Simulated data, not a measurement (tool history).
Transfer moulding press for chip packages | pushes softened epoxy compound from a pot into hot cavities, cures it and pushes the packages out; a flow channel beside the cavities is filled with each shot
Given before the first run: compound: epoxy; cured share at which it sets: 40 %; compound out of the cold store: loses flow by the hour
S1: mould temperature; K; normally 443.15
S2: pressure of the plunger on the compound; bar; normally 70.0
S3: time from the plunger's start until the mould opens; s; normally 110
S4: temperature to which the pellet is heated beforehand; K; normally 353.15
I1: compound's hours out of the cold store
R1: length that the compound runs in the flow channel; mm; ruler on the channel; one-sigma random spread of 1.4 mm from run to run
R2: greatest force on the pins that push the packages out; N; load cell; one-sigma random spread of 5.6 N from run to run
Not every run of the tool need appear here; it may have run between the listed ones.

run,hour,S1,S2,S3,S4,I1,R1,R2
1,0.0,443.15,70.0,110,353.15,34.6,599,224
2,27.1,443.15,70.0,110,353.15,20.5,624,284
3,43.2,443.15,70.0,110,344.15,33.4,596,305
# hour 62.1: cavities cleaned with cleaning compound and waxed
4,71.8,443.15,70.0,110,344.15,34.1,591,218
5,89.3,443.15,70.0,110,344.15,19.9,621,262
# hour 93.1: plunger's sealing rings changed
6,121.4,443.15,70.0,110,344.15,18.3,651,300
# hour 139.3: cavities cleaned with cleaning compound and waxed
7,151.7,443.15,70.0,110,353.15,30.5,621,229
8,170.6,443.15,70.0,110,353.15,36.1,608,261
9,191.8,443.15,70.0,110,353.15,35.7,606,278
10,205.1,443.15,70.0,110,353.15,26.3,624,300
# hour 214.4: cavities cleaned with cleaning compound and waxed
11,220.5,448.15,70.0,110,353.15,12.2,641,195
12,235.6,443.15,70.0,110,353.15,30.1,612,251
13,264.0,443.15,70.0,110,353.15,8.5,658,290
# hour 290.9: cavities cleaned with cleaning compound and waxed
14,293.8,443.15,70.0,110,353.15,27.2,613,220
15,322.0,443.15,70.0,110,353.15,32.6,601,271
16,336.2,438.15,70.0,102,352.15,40.0,598,446

Predict the results of run 17:
17,353.4,437.15,52.1,140,355.15,25.7,?,?

{"run 17": {"R1": 542, "R2": 298}}
On a tool with no hidden condition, and with the same random variation, this run would have come out at R1 564 mm, R2 183 N.
